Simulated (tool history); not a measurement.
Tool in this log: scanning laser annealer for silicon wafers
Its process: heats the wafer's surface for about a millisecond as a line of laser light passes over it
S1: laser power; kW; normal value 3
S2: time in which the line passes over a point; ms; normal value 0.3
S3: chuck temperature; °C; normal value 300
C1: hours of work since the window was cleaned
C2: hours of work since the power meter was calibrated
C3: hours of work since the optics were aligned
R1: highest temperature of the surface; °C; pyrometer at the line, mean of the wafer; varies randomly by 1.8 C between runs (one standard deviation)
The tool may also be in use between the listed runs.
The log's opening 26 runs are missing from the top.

| run | hour | S1 | S2 | S3 | C1 | C2 | C3 | R1 |
|---|---|---|---|---|---|---|---|---|
| 27 | 1892.2 | 2.679 | 0.249 | 281 | 131 | 2267 | 1020 | 849 |
| 28 | 1934.5 | 2.679 | 0.249 | 281 | 161 | 2297 | 1050 | 849 |
| 29 | 1978.9 | 2.995 | 0.273 | 290 | 192 | 2328 | 1082 | 971 |
| 30 | 2034.9 | 2.995 | 0.273 | 290 | 232 | 2368 | 1122 | 962 |
| 31 | 2088.8 | 3.137 | 0.273 | 290 | 270 | 2406 | 1160 | 1001 |
| 32 | 2152.2 | 3.184 | 0.226 | 326 | 315 | 2451 | 1205 | 975 |
| 33 | 2208.3 | 3.078 | 0.3 | 300 | 355 | 2491 | 1245 | 1025 |
| 34 | 2277.3 | 2.863 | 0.217 | 271 | 404 | 2540 | 1294 | 828 |
| 35 | 2348.5 | 3 | 0.314 | 261 | 455 | 2591 | 1345 | 980 |
| 36 | 2403 | 3 | 0.373 | 261 | 494 | 2630 | 1383 | 1047 |
| 37 | 2501.8 | 2.789 | 0.215 | 290 | 564 | 2700 | 1454 | 823 |
| 38 | 2544 | 2.789 | 0.215 | 290 | 594 | 2730 | 1484 | 821 |
|  | 2614.5 | optics aligned, line set to its width |
| 39 | 2616.4 | 2.789 | 0.321 | 290 | 642 | 2778 | 1 | 962 |
| 40 | 2709.6 | 2.551 | 0.323 | 320 | 708 | 2844 | 68 | 926 |
| 41 | 2765.7 | 2.551 | 0.323 | 320 | 748 | 2884 | 107 | 923 |

3 ways to go on from here, each from the tool as it stands after run 41. What would each give?
| A | 2854.9 | 3 | 0.238 | 300 | 811 | 2947 | 171 | ? |
| B | 2854.9 | 3 | 0.3 | 282 | 811 | 2947 | 171 | ? |
| C | 2854.9 | 3 | 0.359 | 302 | 811 | 2947 | 171 | ? |

| run | R1 |
|---|---|
| A | 909 |
| B | 976 |
| C | 1067 |
With the hidden condition removed and each run's random variation left untouched, the same runs would have given:
| run | R1 |
|---|---|
| A | 942 |
| B | 1014 |
| C | 1109 |

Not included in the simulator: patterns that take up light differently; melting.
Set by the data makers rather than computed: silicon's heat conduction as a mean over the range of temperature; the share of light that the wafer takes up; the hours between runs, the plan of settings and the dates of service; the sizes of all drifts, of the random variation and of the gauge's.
